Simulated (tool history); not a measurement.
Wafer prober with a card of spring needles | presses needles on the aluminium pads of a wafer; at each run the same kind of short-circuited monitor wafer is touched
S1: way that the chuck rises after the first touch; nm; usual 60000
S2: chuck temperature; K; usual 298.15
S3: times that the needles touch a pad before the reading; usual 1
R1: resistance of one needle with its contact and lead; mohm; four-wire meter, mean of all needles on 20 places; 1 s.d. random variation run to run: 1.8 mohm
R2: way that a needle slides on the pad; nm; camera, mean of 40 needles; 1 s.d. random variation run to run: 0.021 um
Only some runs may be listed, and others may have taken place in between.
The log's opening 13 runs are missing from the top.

run,hour,S1,S2,S3,R1,R2
# hour 92.1: tips cleaned on abrasive film
14,94.1,60000,341.15,1,189,14280
15,102.6,60000,298.15,2,180,14290
# hour 104.1: tips cleaned on abrasive film
16,107.1,58000,354.15,2,193,13800
# hour 116.3: tips cleaned on abrasive film
17,116.6,68000,395.15,2,199,16220
18,125.9,68000,374.15,1,191,16240
# hour 128.4: tips cleaned on abrasive film
19,130.2,56000,359.15,2,193,13380
20,137.4,64000,300.15,1,177,15290
# hour 140.5: tips cleaned on abrasive film
21,144.3,64000,300.15,1,181,15320
22,149.1,64000,300.15,1,180,15300
# hour 152.4: tips cleaned on abrasive film
23,156.7,70000,320.15,1,183,16780
24,161.6,70000,329.15,1,184,16730
# hour 164.8: tips cleaned on abrasive film
25,166.9,57000,339.15,2,192,13630
# hour 167.6: gauge calibrated
26,176.1,57000,339.15,2,190,13490
# hour 176.8: tips cleaned on abrasive film
27,180.7,46000,352.15,2,197,10910
# hour 188.8: tips cleaned on abrasive film
28,189.9,46000,352.15,2,192,10890
29,196,47000,318.15,3,188,11160
# hour 200.8: tips cleaned on abrasive film
30,202,62000,298.15,1,182,14670

Predict each of these 5 candidate next runs independently; none follows another, all start after run 30:
A,209,60000,299.15,1,?,?
B,209,60000,357.15,1,?,?
C,209,74000,298.15,1,?,?
D,209,74000,380.15,1,?,?
E,209,44000,298.15,1,?,?

run,R1,R2
A,183,14230
B,192,14250
C,175,17550
D,195,17580
E,187,10420
The same runs, with their run-to-run variation unchanged, on a tool lacking any hidden condition would have given:
run,R1,R2
A,183,14180
B,192,14210
C,175,17500
D,195,17530
E,186,10390

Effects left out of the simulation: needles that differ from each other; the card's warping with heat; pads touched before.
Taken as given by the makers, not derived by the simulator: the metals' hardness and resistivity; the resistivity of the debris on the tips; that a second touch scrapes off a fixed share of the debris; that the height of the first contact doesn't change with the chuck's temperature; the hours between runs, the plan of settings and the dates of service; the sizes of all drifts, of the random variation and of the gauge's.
